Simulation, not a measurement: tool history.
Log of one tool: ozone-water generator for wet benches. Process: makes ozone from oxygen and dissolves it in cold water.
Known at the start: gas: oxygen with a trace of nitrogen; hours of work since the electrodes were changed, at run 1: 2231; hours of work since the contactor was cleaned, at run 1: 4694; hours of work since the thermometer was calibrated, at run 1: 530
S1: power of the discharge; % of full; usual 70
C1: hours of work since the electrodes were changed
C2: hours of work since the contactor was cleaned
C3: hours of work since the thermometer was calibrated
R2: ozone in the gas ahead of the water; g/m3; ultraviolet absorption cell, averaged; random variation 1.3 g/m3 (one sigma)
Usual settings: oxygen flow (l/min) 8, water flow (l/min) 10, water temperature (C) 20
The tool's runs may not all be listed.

{"run": 1, "hour": 0.0, "S1": 70, "oxygen flow (l/min)": 8, "water flow (l/min)": 10, "water temperature (C)": 20, "C1": 2231, "C2": 4694, "C3": 530, "dissolved ozone (ppm)": 45.8, "R2": 243}
{"run": 2, "hour": 34.0, "S1": 70, "oxygen flow (l/min)": 8, "water flow (l/min)": 10, "water temperature (C)": 20, "C1": 2259, "C2": 4722, "C3": 558, "dissolved ozone (ppm)": 45.6, "R2": 242.2}
{"run": 3, "hour": 73.1, "S1": 70, "oxygen flow (l/min)": 8, "water flow (l/min)": 10, "water temperature (C)": 20, "C1": 2292, "C2": 4754, "C3": 590, "dissolved ozone (ppm)": 45.4, "R2": 239.3}
{"run": 4, "hour": 133.4, "S1": 70, "oxygen flow (l/min)": 8, "water flow (l/min)": 10, "water temperature (C)": 20, "C1": 2341, "C2": 4804, "C3": 639, "dissolved ozone (ppm)": 45, "R2": 242.1}
{"run": 5, "hour": 189.0, "S1": 70, "oxygen flow (l/min)": 8, "water flow (l/min)": 10, "water temperature (C)": 20, "C1": 2387, "C2": 4850, "C3": 685, "dissolved ozone (ppm)": 45.3, "R2": 243.2}
{"run": 6, "hour": 248.1, "S1": 70, "oxygen flow (l/min)": 8, "water flow (l/min)": 10, "water temperature (C)": 20, "C1": 2436, "C2": 4899, "C3": 734, "dissolved ozone (ppm)": 45.7, "R2": 244.1}
{"run": 7, "hour": 327.8, "S1": 70, "oxygen flow (l/min)": 8, "water flow (l/min)": 10, "water temperature (C)": 20, "C1": 2501, "C2": 4964, "C3": 799, "dissolved ozone (ppm)": 45.6, "R2": 240.9}
{"run": 8, "hour": 379.9, "S1": 70, "oxygen flow (l/min)": 8, "water flow (l/min)": 10, "water temperature (C)": 20, "C1": 2544, "C2": 5007, "C3": 842, "dissolved ozone (ppm)": 45.2, "R2": 240.6}
{"run": 9, "hour": 436.4, "S1": 70, "oxygen flow (l/min)": 8, "water flow (l/min)": 10, "water temperature (C)": 20, "C1": 2591, "C2": 5054, "C3": 889, "dissolved ozone (ppm)": 45.6, "R2": 240.8}
{"run": 10, "hour": 486.7, "S1": 70, "oxygen flow (l/min)": 8, "water flow (l/min)": 10, "water temperature (C)": 20, "C1": 2632, "C2": 5095, "C3": 930, "dissolved ozone (ppm)": 45, "R2": 243.7}
{"run": 11, "hour": 550.4, "S1": 70, "oxygen flow (l/min)": 8, "water flow (l/min)": 10, "water temperature (C)": 21, "C1": 2685, "C2": 5147, "C3": 983, "dissolved ozone (ppm)": 44.7, "R2": 240.6}
{"run": 12, "hour": 594.3, "S1": 70, "oxygen flow (l/min)": 8, "water flow (l/min)": 10, "water temperature (C)": 20, "C1": 2721, "C2": 5184, "C3": 1019, "dissolved ozone (ppm)": 46, "R2": 243.3}
{"run": 13, "hour": 637.7, "S1": 70, "oxygen flow (l/min)": 8, "water flow (l/min)": 10, "water temperature (C)": 15, "C1": 2756, "C2": 5219, "C3": 1055, "dissolved ozone (ppm)": 50.9, "R2": 243.9}
{"run": 14, "hour": 700.2, "S1": 70, "oxygen flow (l/min)": 5.81, "water flow (l/min)": 10, "water temperature (C)": 20, "C1": 2808, "C2": 5271, "C3": 1106, "dissolved ozone (ppm)": 47.8, "R2": 281.7}
{"run": 15, "hour": 761.0, "S1": 70, "oxygen flow (l/min)": 4.48, "water flow (l/min)": 10, "water temperature (C)": 20, "C1": 2858, "C2": 5321, "C3": 1156, "dissolved ozone (ppm)": 48.8, "R2": 313.8}
{"run": 16, "hour": 811.3, "S1": 70, "oxygen flow (l/min)": 8, "water flow (l/min)": 14, "water temperature (C)": 20, "C1": 2899, "C2": 5362, "C3": 1198, "dissolved ozone (ppm)": 38.6, "R2": 243}
{"run": 17, "hour": 846.3, "S1": 70, "oxygen flow (l/min)": 8, "water flow (l/min)": 14, "water temperature (C)": 20, "C1": 2928, "C2": 5391, "C3": 1226, "dissolved ozone (ppm)": 39, "R2": 240.8}
{"run": 18, "hour": 919.1, "S1": 46, "oxygen flow (l/min)": 8, "water flow (l/min)": 10, "water temperature (C)": 20, "C1": 2988, "C2": 5451, "C3": 1286, "dissolved ozone (ppm)": 33.3, "R2": 178.4}
{"run": 19, "hour": 961.8, "S1": 46, "oxygen flow (l/min)": 8, "water flow (l/min)": 10, "water temperature (C)": 20, "C1": 3023, "C2": 5486, "C3": 1322, "dissolved ozone (ppm)": 33.8, "R2": 179.3}
{"run": 20, "hour": 1008.2, "S1": 46, "oxygen flow (l/min)": 8, "water flow (l/min)": 10, "water temperature (C)": 20, "C1": 3062, "C2": 5524, "C3": 1360, "dissolved ozone (ppm)": 33.4, "R2": 179.1}
{"run": 21, "hour": 1041.5, "S1": 46, "oxygen flow (l/min)": 8, "water flow (l/min)": 10, "water temperature (C)": 20, "C1": 3089, "C2": 5552, "C3": 1387, "dissolved ozone (ppm)": 33.6, "R2": 180.2}
{"hour": 1092.2, "done": "contactor cleaned"}
{"run": 22, "hour": 1093.6, "S1": 46, "oxygen flow (l/min)": 8, "water flow (l/min)": 10, "water temperature (C)": 13, "C1": 3129, "C2": 1, "C3": 1427, "dissolved ozone (ppm)": 39.7, "R2": 178.4}
{"run": 23, "hour": 1164.4, "S1": 81, "oxygen flow (l/min)": 8, "water flow (l/min)": 9, "water temperature (C)": 13, "C1": 3187, "C2": 60, "C3": 1485, "dissolved ozone (ppm)": 61.8, "R2": 267.3}
{"run": 24, "hour": 1221.4, "S1": 81, "oxygen flow (l/min)": 8, "water flow (l/min)": 9, "water temperature (C)": 13, "C1": 3234, "C2": 106, "C3": 1532, "dissolved ozone (ppm)": 61.8, "R2": 271.4}
{"run": 25, "hour": 1277.5, "S1": 57, "oxygen flow (l/min)": 8, "water flow (l/min)": 16, "water temperature (C)": 20, "C1": 3280, "C2": 153, "C3": 1578, "dissolved ozone (ppm)": 31.1, "R2": 208.1}
{"run": 26, "hour": 1348.1, "S1": 57, "oxygen flow (l/min)": 8, "water flow (l/min)": 16, "water temperature (C)": 20, "C1": 3338, "C2": 211, "C3": 1636, "dissolved ozone (ppm)": 30.9, "R2": 209.4}
{"run": 27, "hour": 1427.2, "S1": 57, "oxygen flow (l/min)": 8, "water flow (l/min)": 14, "water temperature (C)": 14, "C1": 3403, "C2": 276, "C3": 1701, "dissolved ozone (ppm)": 37.6, "R2": 207.2}
{"run": 28, "hour": 1491.1, "S1": 94, "oxygen flow (l/min)": 8.76, "water flow (l/min)": 10, "water temperature (C)": 20, "C1": 3456, "C2": 328, "C3": 1754, "dissolved ozone (ppm)": 55.2, "R2": 285.8}
{"run": 29, "hour": 1559.4, "S1": 70, "oxygen flow (l/min)": 13.27, "water flow (l/min)": 11, "water temperature (C)": 20, "C1": 3512, "C2": 385, "C3": 1810, "dissolved ozone (ppm)": 39.2, "R2": 193.3}
{"run": 30, "hour": 1635.2, "S1": 65, "oxygen flow (l/min)": 13.27, "water flow (l/min)": 11, "water temperature (C)": 20, "C1": 3574, "C2": 447, "C3": 1873, "dissolved ozone (ppm)": 37.2, "R2": 182.4}
{"run": 31, "hour": 1688.8, "S1": 70, "oxygen flow (l/min)": 8, "water flow (l/min)": 6, "water temperature (C)": 24, "C1": 3619, "C2": 491, "C3": 1917, "dissolved ozone (ppm)": 48.5, "R2": 241.9}
{"run": 32, "hour": 1731.2, "S1": 70, "oxygen flow (l/min)": 8, "water flow (l/min)": 9, "water temperature (C)": 23, "C1": 3654, "C2": 526, "C3": 1952, "dissolved ozone (ppm)": 44, "R2": 241.9}

Forecast each of these 5 alternatives for the next run:
{"run": "A", "hour": 1792.0, "S1": 70, "oxygen flow (l/min)": 4.73, "water flow (l/min)": 15, "water temperature (C)": 22, "C1": 3704, "C2": 576, "C3": 2002, "dissolved ozone (ppm)": "?", "R2": "?"}
{"run": "B", "hour": 1792.0, "S1": 70, "oxygen flow (l/min)": 8, "water flow (l/min)": 6, "water temperature (C)": 20, "C1": 3704, "C2": 576, "C3": 2002, "dissolved ozone (ppm)": "?", "R2": "?"}
{"run": "C", "hour": 1792.0, "S1": 70, "oxygen flow (l/min)": 14.3, "water flow (l/min)": 9, "water temperature (C)": 23, "C1": 3704, "C2": 576, "C3": 2002, "dissolved ozone (ppm)": "?", "R2": "?"}
{"run": "D", "hour": 1792.0, "S1": 42, "oxygen flow (l/min)": 8, "water flow (l/min)": 10, "water temperature (C)": 20, "C1": 3704, "C2": 576, "C3": 2002, "dissolved ozone (ppm)": "?", "R2": "?"}
{"run": "E", "hour": 1792.0, "S1": 48, "oxygen flow (l/min)": 7.7, "water flow (l/min)": 10, "water temperature (C)": 20, "C1": 3704, "C2": 576, "C3": 2002, "dissolved ozone (ppm)": "?", "R2": "?"}

run=A dissolved_ozone_(ppm)=36.9 R2=304
run=B dissolved_ozone_(ppm)=53.9 R2=243.2
run=C dissolved_ozone_(ppm)=37.7 R2=187.2
run=D dissolved_ozone_(ppm)=31.7 R2=167
run=E dissolved_ozone_(ppm)=34.6 R2=187.5
Without the tool's hidden state the same runs would have given:
run=A dissolved_ozone_(ppm)=37 R2=304.3
run=B dissolved_ozone_(ppm)=53.9 R2=243.5
run=C dissolved_ozone_(ppm)=37.7 R2=187.4
run=D dissolved_ozone_(ppm)=31.7 R2=167.1
run=E dissolved_ozone_(ppm)=34.7 R2=187.6

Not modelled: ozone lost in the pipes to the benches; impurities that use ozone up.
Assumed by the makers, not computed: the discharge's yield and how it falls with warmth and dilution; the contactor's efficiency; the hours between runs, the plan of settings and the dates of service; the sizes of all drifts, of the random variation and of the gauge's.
